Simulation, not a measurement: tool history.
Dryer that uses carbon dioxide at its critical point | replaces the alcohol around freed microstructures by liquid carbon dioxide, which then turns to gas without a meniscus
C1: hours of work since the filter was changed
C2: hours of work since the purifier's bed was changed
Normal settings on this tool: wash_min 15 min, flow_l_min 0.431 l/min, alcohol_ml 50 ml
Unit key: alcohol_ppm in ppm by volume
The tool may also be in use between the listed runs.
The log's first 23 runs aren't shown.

run 24 hour=198.9 | wash_min=10 flow_l_min=0.274 alcohol_ml=44 | C1=396 C2=259 | alcohol_ppm=4708
run 25 hour=204.7 | wash_min=18 flow_l_min=0.354 alcohol_ml=66 | C1=401 C2=263 | alcohol_ppm=451
run 26 hour=214 | wash_min=22 flow_l_min=0.341 alcohol_ml=25 | C1=408 C2=270 | alcohol_ppm=144
run 27 hour=222.3 | wash_min=11 flow_l_min=0.431 alcohol_ml=65 | C1=414 C2=277 | alcohol_ppm=1418
run 28 hour=231.4 | wash_min=15 flow_l_min=0.431 alcohol_ml=21 | C1=421 C2=284 | alcohol_ppm=207
run 29 hour=242.2 | wash_min=13 flow_l_min=0.627 alcohol_ml=26 | C1=430 C2=292 | alcohol_ppm=133
run 30 hour=252 | wash_min=13 flow_l_min=0.627 alcohol_ml=26 | C1=437 C2=299 | alcohol_ppm=130
run 31 hour=261.5 | wash_min=10 flow_l_min=0.524 alcohol_ml=20 | C1=444 C2=307 | alcohol_ppm=375
run 32 hour=269.7 | wash_min=10 flow_l_min=0.709 alcohol_ml=20 | C1=450 C2=313 | alcohol_ppm=166
run 33 hour=275.4 | wash_min=16 flow_l_min=0.412 alcohol_ml=53 | C1=455 C2=317 | alcohol_ppm=351
run 34 hour=284 | wash_min=16 flow_l_min=0.412 alcohol_ml=53 | C1=461 C2=324 | alcohol_ppm=351
run 35 hour=295.2 | wash_min=13 flow_l_min=0.309 alcohol_ml=89 | C1=470 C2=332 | alcohol_ppm=3594
run 36 hour=301 | wash_min=16 flow_l_min=0.567 alcohol_ml=50 | C1=474 C2=337 | alcohol_ppm=134
run 37 hour=306.9 | wash_min=15 flow_l_min=0.716 alcohol_ml=60 | C1=479 C2=341 | alcohol_ppm=122
run 38 hour=311.7 | wash_min=16 flow_l_min=0.343 alcohol_ml=78 | C1=482 C2=345 | alcohol_ppm=1012
run 39 hour=317.6 | wash_min=11 flow_l_min=0.343 alcohol_ml=27 | C1=487 C2=349 | alcohol_ppm=1424

Forecast each of these 3 alternatives for the next run:
run A hour=324.7 | wash_min=14 flow_l_min=0.67 alcohol_ml=26 | C1=492 C2=355 | alcohol_ppm=?
run B hour=324.7 | wash_min=10 flow_l_min=0.431 alcohol_ml=51 | C1=492 C2=355 | alcohol_ppm=?
run C hour=324.7 | wash_min=11 flow_l_min=0.688 alcohol_ml=27 | C1=492 C2=355 | alcohol_ppm=?

run=A alcohol_ppm=141
run=B alcohol_ppm=1724
run=C alcohol_ppm=187
Stripped of hidden state, with their random variation kept, the same runs would have yielded:
run=A alcohol_ppm=20
run=B alcohol_ppm=1307
run=C alcohol_ppm=55
